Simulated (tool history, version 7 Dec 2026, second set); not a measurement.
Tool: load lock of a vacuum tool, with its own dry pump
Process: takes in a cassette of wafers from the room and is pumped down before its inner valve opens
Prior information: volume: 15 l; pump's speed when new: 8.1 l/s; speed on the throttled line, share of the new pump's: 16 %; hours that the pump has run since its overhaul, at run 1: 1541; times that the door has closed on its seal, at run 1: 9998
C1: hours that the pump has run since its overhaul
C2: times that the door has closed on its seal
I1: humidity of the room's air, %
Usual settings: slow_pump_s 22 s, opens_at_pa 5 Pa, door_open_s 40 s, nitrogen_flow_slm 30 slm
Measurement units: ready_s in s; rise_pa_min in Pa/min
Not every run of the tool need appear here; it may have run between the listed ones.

Run 1, day 0.000: usual settings; C1 1541; C2 9998; I1 42.6. Result: ready_s 37.9 s, rise_pa_min 0.051 Pa/min.
Run 2, day 16.233: usual settings; C1 1930; C2 10541; I1 46.0. Result: ready_s 37.7 s, rise_pa_min 0.055 Pa/min.
Run 3, day 24.817: usual settings; C1 2136; C2 10827; I1 44.0. Result: ready_s 37.6 s, rise_pa_min 0.060 Pa/min.
Run 4, day 40.175: usual settings; C1 2505; C2 11340; I1 45.3. Result: ready_s 38.1 s, rise_pa_min 0.064 Pa/min.
Run 5, day 56.092: usual settings; C1 2887; C2 11872; I1 45.5. Result: ready_s 38.4 s, rise_pa_min 0.061 Pa/min.
Run 6, day 70.354: usual settings; C1 3229; C2 12348; I1 46.4. Result: ready_s 38.7 s, rise_pa_min 0.064 Pa/min.
Run 7, day 83.267: usual settings but nitrogen_flow_slm 4 slm; C1 3539; C2 12779; I1 46.8. Result: ready_s 39.1 s, rise_pa_min 0.101 Pa/min.
Run 8, day 93.292: usual settings but nitrogen_flow_slm 4 slm; C1 3780; C2 13114; I1 42.8. Result: ready_s 38.9 s, rise_pa_min 0.090 Pa/min.
Run 9, day 105.050: usual settings but nitrogen_flow_slm 4 slm; C1 4062; C2 13507; I1 42.3. Result: ready_s 38.6 s, rise_pa_min 0.096 Pa/min.
Run 10, day 120.508: usual settings but opens_at_pa 7 Pa, nitrogen_flow_slm 4 slm; C1 4433; C2 14023; I1 45.4. Result: ready_s 38.3 s, rise_pa_min 0.095 Pa/min.
Run 11, day 129.646: usual settings but opens_at_pa 7 Pa, nitrogen_flow_slm 4 slm; C1 4652; C2 14328; I1 44.5. Result: ready_s 38.6 s, rise_pa_min 0.102 Pa/min.
Run 12, day 140.008: usual settings but opens_at_pa 7 Pa, nitrogen_flow_slm 4 slm; C1 4901; C2 14674; I1 43.2. Result: ready_s 38.0 s, rise_pa_min 0.101 Pa/min.
Run 13, day 152.367: usual settings but nitrogen_flow_slm 10 slm; C1 5197; C2 15087; I1 43.4. Result: ready_s 39.6 s, rise_pa_min 0.089 Pa/min.
Run 14, day 167.904: usual settings but nitrogen_flow_slm 10 slm; C1 5570; C2 15606; I1 48.0. Result: ready_s 39.4 s, rise_pa_min 0.096 Pa/min.
Run 15, day 183.471: usual settings but door_open_s 26 s; C1 5944; C2 16126; I1 44.1. Result: ready_s 39.8 s, rise_pa_min 0.071 Pa/min.
Run 16, day 192.004: usual settings but door_open_s 26 s; C1 6149; C2 16411; I1 42.9. Result: ready_s 41.0 s, rise_pa_min 0.070 Pa/min.
Run 17, day 201.800: usual settings but slow_pump_s 19 s, door_open_s 26 s; C1 6384; C2 16738; I1 43.1. Result: ready_s 37.9 s, rise_pa_min 0.078 Pa/min.
Run 18, day 211.650: usual settings but slow_pump_s 19 s, door_open_s 26 s; C1 6620; C2 17067; I1 46.3. Result: ready_s 38.4 s, rise_pa_min 0.078 Pa/min.
Run 19, day 224.479: usual settings but slow_pump_s 26 s, opens_at_pa 9 Pa, nitrogen_flow_slm 27 slm; C1 6928; C2 17496; I1 42.7. Result: ready_s 41.5 s, rise_pa_min 0.086 Pa/min.
Run 20, day 240.783: usual settings but slow_pump_s 19 s, opens_at_pa 9 Pa, nitrogen_flow_slm 5 slm; C1 7319; C2 18040; I1 46.0. Result: ready_s 37.0 s, rise_pa_min 0.111 Pa/min.
Run 21, day 257.438: usual settings but slow_pump_s 19 s, opens_at_pa 9 Pa, nitrogen_flow_slm 5 slm; C1 7719; C2 18597; I1 42.6. Result: ready_s 37.5 s, rise_pa_min 0.114 Pa/min.
Run 22, day 271.879: usual settings but slow_pump_s 19 s, opens_at_pa 6 Pa, door_open_s 169 s, nitrogen_flow_slm 42 slm; C1 8066; C2 19079; I1 43.1. Result: ready_s 38.5 s, rise_pa_min 0.099 Pa/min.
Run 23, day 284.033: usual settings but slow_pump_s 15 s, opens_at_pa 6 Pa, door_open_s 143 s, nitrogen_flow_slm 40 slm; C1 8357; C2 19485; I1 45.1. Result: ready_s 35.3 s, rise_pa_min 0.103 Pa/min.
Run 24, day 298.112: usual settings but slow_pump_s 15 s, opens_at_pa 6 Pa, door_open_s 205 s, nitrogen_flow_slm 40 slm; C1 8695; C2 19955; I1 43.6. Result: ready_s 36.0 s, rise_pa_min 0.113 Pa/min.
Run 25, day 311.958: usual settings but slow_pump_s 31 s, opens_at_pa 7 Pa, door_open_s 92 s, nitrogen_flow_slm 4 slm; C1 9028; C2 20417; I1 45.6. Result: ready_s 48.7 s, rise_pa_min 0.151 Pa/min.
Run 26, day 325.462: usual settings but slow_pump_s 31 s, opens_at_pa 7 Pa, door_open_s 92 s, nitrogen_flow_slm 4 slm; C1 9352; C2 20868; I1 46.6. Result: ready_s 48.3 s, rise_pa_min 0.151 Pa/min.
At day 334.400: dry pump taken out, an overhauled one fitted.
Run 27, day 335.633: usual settings but slow_pump_s 14 s, opens_at_pa 7 Pa, nitrogen_flow_slm 7 slm; C1 30; C2 21200; I1 46.7. Result: ready_s 30.0 s, rise_pa_min 0.119 Pa/min.
Run 28, day 344.746: usual settings but door_open_s 87 s, nitrogen_flow_slm 35 slm; C1 248; C2 21504; I1 43.8. Result: ready_s 37.1 s, rise_pa_min 0.106 Pa/min.
Run 29, day 353.029: usual settings but door_open_s 87 s, nitrogen_flow_slm 35 slm; C1 447; C2 21781; I1 40.8. Result: ready_s 36.9 s, rise_pa_min 0.105 Pa/min.
Run 30, day 361.621: usual settings but door_open_s 201 s, nitrogen_flow_slm 13 slm; C1 653; C2 22068; I1 47.1. Result: ready_s 37.0 s, rise_pa_min 0.159 Pa/min.
Run 31, day 378.746: usual settings but door_open_s 201 s, nitrogen_flow_slm 13 slm; C1 1064; C2 22640; I1 45.1. Result: ready_s 37.1 s, rise_pa_min 0.158 Pa/min.

Here are 4 independent what-if runs from the current tool condition. What would each one return?
Run A, day 394.104: usual settings but slow_pump_s 27 s; C1 1433; C2 23153; I1 43.8. Result: ready_s ?, rise_pa_min ?.
Run B, day 394.104: usual settings but slow_pump_s 15 s, opens_at_pa 8 Pa, door_open_s 201 s, nitrogen_flow_slm 15 slm; C1 1433; C2 23153; I1 46.9. Result: ready_s ?, rise_pa_min ?.
Run C, day 394.104: usual settings but opens_at_pa 7 Pa, door_open_s 31 s, nitrogen_flow_slm 5 slm; C1 1433; C2 23153; I1 48.8. Result: ready_s ?, rise_pa_min ?.
Run D, day 394.104: usual settings but slow_pump_s 19 s, opens_at_pa 7 Pa, door_open_s 188 s; C1 1433; C2 23153; I1 47.8. Result: ready_s ?, rise_pa_min ?.

run  ready_s  rise_pa_min
  A     41.2        0.106
  B     30.9        0.161
  C     37.0        0.133
  D     34.3        0.132
With the hidden condition removed and each run's random variation left untouched, the same runs would have given:
run  ready_s  rise_pa_min
  A     40.5        0.024
  B     30.1        0.079
  C     36.2        0.050
  D     33.5        0.051

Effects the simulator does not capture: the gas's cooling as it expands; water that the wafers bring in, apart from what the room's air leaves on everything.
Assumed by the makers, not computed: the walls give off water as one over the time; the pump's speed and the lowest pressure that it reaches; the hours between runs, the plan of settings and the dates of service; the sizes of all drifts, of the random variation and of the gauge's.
